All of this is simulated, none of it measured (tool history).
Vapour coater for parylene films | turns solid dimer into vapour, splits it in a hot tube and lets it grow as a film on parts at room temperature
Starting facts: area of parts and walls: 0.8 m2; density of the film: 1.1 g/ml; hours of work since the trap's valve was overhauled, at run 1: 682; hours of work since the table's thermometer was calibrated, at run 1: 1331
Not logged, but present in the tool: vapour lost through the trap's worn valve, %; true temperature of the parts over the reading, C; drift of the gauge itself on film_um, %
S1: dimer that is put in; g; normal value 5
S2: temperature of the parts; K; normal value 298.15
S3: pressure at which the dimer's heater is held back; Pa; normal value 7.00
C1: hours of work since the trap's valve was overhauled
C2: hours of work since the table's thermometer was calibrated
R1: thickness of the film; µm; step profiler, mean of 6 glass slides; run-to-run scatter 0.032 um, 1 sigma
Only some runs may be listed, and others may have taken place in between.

| run | day | S1 | S2 | S3 | C1 | C2 | R1 |
|---|---|---|---|---|---|---|---|
| 1 | 0.000 | 5 | 298.15 | 7.00 | 682 | 1331 | 2.58 |
|  | 0.879 | trap's valve overhauled |
| 2 | 1.625 | 5 | 298.15 | 7.00 | 14 | 1359 | 3.02 |
| 3 | 2.904 | 5 | 298.15 | 7.00 | 39 | 1384 | 2.99 |
| 4 | 4.479 | 5 | 298.15 | 7.00 | 69 | 1414 | 2.92 |
| 5 | 6.142 | 5 | 298.15 | 7.00 | 101 | 1446 | 2.96 |
|  | 6.942 | table's thermometer calibrated |
| 6 | 7.492 | 5 | 298.15 | 2.29 | 126 | 11 | 3.59 |
| 7 | 9.142 | 5 | 298.15 | 7.00 | 158 | 42 | 2.73 |
| 8 | 10.858 | 5 | 298.15 | 10.14 | 191 | 75 | 2.56 |
|  | 11.258 | table's thermometer calibrated, once more |
| 9 | 12.042 | 5 | 298.15 | 10.14 | 213 | 15 | 2.75 |
| 10 | 13.996 | 5 | 298.15 | 10.14 | 251 | 53 | 2.75 |
| 11 | 16.067 | 5 | 298.15 | 10.14 | 291 | 93 | 2.73 |
| 12 | 16.962 | 5 | 298.15 | 10.14 | 308 | 110 | 2.63 |
| 13 | 17.900 | 5 | 298.15 | 7.00 | 326 | 128 | 2.94 |
| 14 | 19.012 | 5 | 298.15 | 7.00 | 347 | 149 | 2.93 |
| 15 | 20.812 | 5 | 298.15 | 7.00 | 382 | 184 | 2.86 |
| 16 | 21.842 | 5 | 298.15 | 7.00 | 402 | 204 | 2.94 |
| 17 | 23.696 | 5 | 296.15 | 5.16 | 437 | 239 | 3.34 |
| 18 | 25.750 | 6 | 299.15 | 2.85 | 477 | 279 | 3.98 |
| 19 | 27.804 | 5 | 308.15 | 3.18 | 516 | 318 | 2.26 |
| 20 | 29.742 | 5 | 294.15 | 5.04 | 554 | 356 | 3.48 |
| 21 | 31.633 | 5 | 293.15 | 6.08 | 590 | 392 | 3.46 |
| 22 | 33.562 | 9 | 290.15 | 3.62 | 627 | 429 | 7.80 |
| 23 | 34.425 | 8 | 291.15 | 7.00 | 644 | 446 | 5.73 |
| 24 | 36.338 | 5 | 290.15 | 2.63 | 681 | 482 | 4.64 |
|  | 37.233 | trap's valve overhauled |
| 25 | 37.483 | 4 | 301.15 | 5.85 | 5 | 501 | 2.32 |
| 26 | 39.371 | 5 | 301.15 | 7.00 | 41 | 538 | 2.69 |
| 27 | 40.433 | 6 | 307.15 | 3.03 | 62 | 558 | 3.03 |

5 ways to go on from here, each from the tool as it stands after run 27. What would each give?
| A | 42.325 | 3 | 307.15 | 3.03 | 98 | 594 | ? |
| B | 42.325 | 9 | 307.15 | 3.03 | 98 | 594 | ? |
| C | 42.325 | 3 | 308.15 | 7.00 | 98 | 594 | ? |
| D | 42.325 | 5 | 297.15 | 7.85 | 98 | 594 | ? |
| E | 42.325 | 2 | 310.15 | 10.25 | 98 | 594 | ? |

| run | R1 |
|---|---|
| A | 1.52 |
| B | 4.51 |
| C | 1.18 |
| D | 3.02 |
| E | 0.67 |
Without the tool's hidden state the same runs would have given:
| run | R1 |
|---|---|
| A | 1.60 |
| B | 4.74 |
| C | 1.24 |
| D | 3.17 |
| E | 0.71 |
